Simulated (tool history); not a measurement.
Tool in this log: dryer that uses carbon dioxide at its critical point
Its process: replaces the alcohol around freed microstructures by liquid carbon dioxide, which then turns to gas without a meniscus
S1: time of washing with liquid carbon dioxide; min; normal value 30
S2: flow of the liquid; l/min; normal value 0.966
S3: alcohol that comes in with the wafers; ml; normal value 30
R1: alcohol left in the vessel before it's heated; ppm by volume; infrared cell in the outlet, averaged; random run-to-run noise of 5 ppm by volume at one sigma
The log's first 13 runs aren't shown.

run   hour  S1     S2  S3   R1
 14  488.9  30  0.908  30   70
 15    539  30  0.908  30   68
 16  562.9  20  0.908  30  179
 17  609.9  30  0.966  30   80
 18  637.8  30  0.966  30   76
 19  662.7  30  0.966  30   69
 20  694.7  30  0.966  30   85
 21  728.6  25  0.966  30  107
 22  754.1  25  0.966  30  103
 23  785.9  25  0.966  30   94
 24  834.1  19  0.703  30  440
 25  870.9  37  1.371  83   72
 26  913.3  38  1.554  96   76
 27  944.5  38  1.554  96   81

Run 28 has not been measured yet. What should we expect?
     960.5  -- inlet filter changed
 28  971.9  33  0.895  104   ?

Run 28 gave R1 108 ppm by volume.
Without the tool's hidden state the same run would have given R1 32 ppm by volume.
